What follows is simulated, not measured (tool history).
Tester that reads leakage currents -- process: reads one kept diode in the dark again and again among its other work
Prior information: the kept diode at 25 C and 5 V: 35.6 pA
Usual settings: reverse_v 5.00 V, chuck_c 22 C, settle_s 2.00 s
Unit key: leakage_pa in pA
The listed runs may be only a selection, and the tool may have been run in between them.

run	hour	reverse_v	chuck_c	settle_s	leakage_pa
1	0.0	5.00	22	2.00	31.23
2	127.8	5.00	22	2.00	31.15
3	319.7	5.00	22	2.00	31.09
# hour 465.5: chuck's temperature calibrated
4	596.4	5.00	22	0.43	36.15
# hour 650.9: tester calibrated
5	714.0	9.76	22	2.00	47.73
6	848.1	9.76	22	2.00	47.58
7	1069.3	5.00	35	2.00	74.24
# hour 1147.9: chuck's temperature calibrated
8	1222.6	5.00	35	2.00	80.62
9	1466.9	5.00	22	2.00	36.26
10	1619.1	5.00	22	2.00	36.17
# hour 1819.2: chuck's temperature calibrated
11	1887.3	1.91	22	2.00	23.46
12	2052.9	1.91	22	2.00	23.37
# hour 2149.1: probe card cleaned and baked
13	2234.3	5.00	22	2.00	28.23
# hour 2495.7: chuck's temperature calibrated
14	2522.4	5.00	22	2.00	30.58
15	2688.7	5.00	22	2.00	30.30
16	2958.2	12.60	55	0.46	373.35
# hour 3170.2: chuck's temperature calibrated
17	3234.2	12.60	55	6.81	381.24
18	3367.2	12.60	55	6.81	376.47
19	3515.8	2.44	24	4.68	26.04
20	3698.7	3.40	24	4.68	29.87
# hour 3861.8: chuck's temperature calibrated
21	3870.8	5.00	40	0.34	112.29
22	4094.6	5.09	22	8.68	34.94
23	4225.8	5.09	22	8.68	34.70
24	4372.0	2.60	37	3.83	64.35
# hour 4533.5: chuck's temperature calibrated
25	4640.4	5.00	25	2.00	44.91
26	4760.6	5.00	25	2.00	44.49
27	4984.8	5.00	27	2.00	50.00
# hour 5165.0: probe card cleaned and baked
28	5165.0	5.00	27	2.00	38.79
# hour 5228.5: chuck's temperature calibrated
29	5299.7	1.89	21	0.77	18.80

Here are 5 independent what-if runs from the current tool condition. What would each one return?
A	5495.5	10.15	22	7.71	?
B	5495.5	6.34	21	3.54	?
C	5495.5	1.17	32	3.45	?
D	5495.5	10.22	24	1.09	?
E	5495.5	5.00	31	5.70	?

run	leakage_pa
A	38.75
B	29.86
C	32.45
D	47.06
E	54.35
Without the tool's hidden state the same runs would have given:
run	leakage_pa
A	38.04
B	29.66
C	33.53
D	46.59
E	55.43

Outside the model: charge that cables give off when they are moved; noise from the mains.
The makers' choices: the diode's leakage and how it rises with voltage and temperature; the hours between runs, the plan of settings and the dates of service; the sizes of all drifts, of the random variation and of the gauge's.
